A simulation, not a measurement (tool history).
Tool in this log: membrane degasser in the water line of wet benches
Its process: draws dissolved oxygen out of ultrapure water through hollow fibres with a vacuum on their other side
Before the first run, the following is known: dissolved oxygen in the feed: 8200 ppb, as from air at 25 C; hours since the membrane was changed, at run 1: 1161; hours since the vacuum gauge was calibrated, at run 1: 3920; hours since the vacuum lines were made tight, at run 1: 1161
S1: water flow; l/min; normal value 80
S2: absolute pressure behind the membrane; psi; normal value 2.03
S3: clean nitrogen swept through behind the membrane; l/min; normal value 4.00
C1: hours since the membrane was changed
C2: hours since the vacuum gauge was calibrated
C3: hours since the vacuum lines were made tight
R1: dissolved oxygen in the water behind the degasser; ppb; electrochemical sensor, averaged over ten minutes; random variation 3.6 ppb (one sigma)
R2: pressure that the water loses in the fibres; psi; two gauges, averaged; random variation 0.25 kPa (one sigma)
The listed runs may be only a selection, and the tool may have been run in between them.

run	hour	S1	S2	S3	C1	C2	C3	R1	R2
1	0.0	80	2.03	4.00	1161	3920	1161	508.1	9.879
2	173.3	80	2.03	4.00	1334	4093	1334	499.9	9.905
3	315.1	80	2.03	4.00	1476	4235	1476	507.5	9.900
4	444.7	80	2.03	4.00	1605	4364	1605	504.2	9.966
5	687.5	80	2.03	4.00	1848	4607	1848	507.9	9.931
6	856.5	80	2.19	4.00	2017	4776	2017	548.9	9.880
7	992.6	80	2.19	4.00	2153	4912	2153	541.2	9.908
# hour 1272.1: vacuum gauge calibrated
8	1286.8	86	3.15	4.00	2447	15	2447	855.4	10.678
9	1542.0	87	1.33	4.00	2702	270	2702	340.0	10.834
10	1755.4	96	1.33	4.00	2915	483	2915	379.0	11.945
11	2031.2	96	1.33	4.00	3191	759	3191	380.5	11.992

5 options for the next run, each taken on its own from the tool as it stands now. Forecast them:
A	2173.8	80	2.03	3.29	3334	902	3334	?	?
B	2173.8	96	2.52	4.00	3334	902	3334	?	?
C	2173.8	80	2.03	1.92	3334	902	3334	?	?
D	2173.8	90	2.90	4.79	3334	902	3334	?	?
E	2173.8	99	3.00	4.67	3334	902	3334	?	?

run	R1	R2
A	588.6	10.002
B	760.4	12.034
C	865.6	9.993
D	714.1	11.168
E	828.6	12.295
What these runs would have given with no unlogged condition in the tool:
run	R1	R2
A	580.6	9.836
B	751.1	11.837
C	856.4	9.831
D	705.9	10.984
E	819.5	12.092
